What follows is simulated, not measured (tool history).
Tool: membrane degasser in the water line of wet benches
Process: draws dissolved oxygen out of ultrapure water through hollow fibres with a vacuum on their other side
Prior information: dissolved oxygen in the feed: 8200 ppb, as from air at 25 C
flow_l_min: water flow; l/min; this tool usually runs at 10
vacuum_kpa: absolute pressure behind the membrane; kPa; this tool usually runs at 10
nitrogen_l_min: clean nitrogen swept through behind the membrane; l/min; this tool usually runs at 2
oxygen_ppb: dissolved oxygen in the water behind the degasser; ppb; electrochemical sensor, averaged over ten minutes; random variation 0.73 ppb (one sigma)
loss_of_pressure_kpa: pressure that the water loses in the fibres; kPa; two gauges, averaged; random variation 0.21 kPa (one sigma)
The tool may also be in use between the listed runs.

Run 1, hour 0: usual settings. Result: oxygen_ppb 90.4 ppb, loss_of_pressure_kpa 50.7 kPa.
Run 2, hour 97: usual settings but vacuum_kpa 11.7 kPa. Result: oxygen_ppb 111 ppb, loss_of_pressure_kpa 51.07 kPa.
Run 3, hour 238.3: usual settings but vacuum_kpa 11.7 kPa. Result: oxygen_ppb 112.7 ppb, loss_of_pressure_kpa 50.88 kPa.
Run 4, hour 343.2: usual settings but flow_l_min 8 l/min. Result: oxygen_ppb 69.3 ppb, loss_of_pressure_kpa 41.17 kPa.
Run 5, hour 465.9: usual settings. Result: oxygen_ppb 91.7 ppb, loss_of_pressure_kpa 51.08 kPa.
Run 6, hour 617: usual settings. Result: oxygen_ppb 90.4 ppb, loss_of_pressure_kpa 51 kPa.
At hour 625.5: vacuum gauge calibrated.
Run 7, hour 730.8: usual settings but flow_l_min 9 l/min. Result: oxygen_ppb 81 ppb, loss_of_pressure_kpa 46.11 kPa.
At hour 902.3: vacuum gauge calibrated, once more.
Run 8, hour 903.9: usual settings but flow_l_min 9 l/min. Result: oxygen_ppb 79.2 ppb, loss_of_pressure_kpa 45.89 kPa.
Run 9, hour 1040.3: usual settings but flow_l_min 7 l/min. Result: oxygen_ppb 60.8 ppb, loss_of_pressure_kpa 36.03 kPa.
Run 10, hour 1176.5: usual settings but flow_l_min 7 l/min. Result: oxygen_ppb 61.4 ppb, loss_of_pressure_kpa 35.67 kPa.
Run 11, hour 1276.6: usual settings but flow_l_min 7 l/min. Result: oxygen_ppb 61.5 ppb, loss_of_pressure_kpa 35.83 kPa.
Run 12, hour 1430.7: usual settings but flow_l_min 7 l/min. Result: oxygen_ppb 61.9 ppb, loss_of_pressure_kpa 35.87 kPa.
Run 13, hour 1513.1: usual settings but nitrogen_l_min 3.75 l/min. Result: oxygen_ppb 52.5 ppb, loss_of_pressure_kpa 51.48 kPa.
Run 14, hour 1664.1: usual settings but flow_l_min 14 l/min, vacuum_kpa 9.8 kPa, nitrogen_l_min 2.24 l/min. Result: oxygen_ppb 129.6 ppb, loss_of_pressure_kpa 71.68 kPa.
Run 15, hour 1822.6: usual settings but flow_l_min 12 l/min, vacuum_kpa 23.9 kPa, nitrogen_l_min 1.41 l/min. Result: oxygen_ppb 423.7 ppb, loss_of_pressure_kpa 61.48 kPa.
Run 16, hour 1942.6: usual settings but flow_l_min 13 l/min, vacuum_kpa 19.5 kPa, nitrogen_l_min 3.12 l/min. Result: oxygen_ppb 186.6 ppb, loss_of_pressure_kpa 66.47 kPa.
Run 17, hour 2082.5: usual settings but flow_l_min 16 l/min, nitrogen_l_min 1.78 l/min. Result: oxygen_ppb 186.9 ppb, loss_of_pressure_kpa 81.54 kPa.

Expected results for the next run?
Run 18, hour 2180.7: usual settings but flow_l_min 16 l/min, vacuum_kpa 21.4 kPa, nitrogen_l_min 1.05 l/min. Result: oxygen_ppb ?, loss_of_pressure_kpa ?.

For run 18 the tool returned oxygen_ppb 648.9 ppb, loss_of_pressure_kpa 82.3 kPa.
With no hidden state in the tool, this same run would have given oxygen_ppb 636.3 ppb, loss_of_pressure_kpa 79.98 kPa.

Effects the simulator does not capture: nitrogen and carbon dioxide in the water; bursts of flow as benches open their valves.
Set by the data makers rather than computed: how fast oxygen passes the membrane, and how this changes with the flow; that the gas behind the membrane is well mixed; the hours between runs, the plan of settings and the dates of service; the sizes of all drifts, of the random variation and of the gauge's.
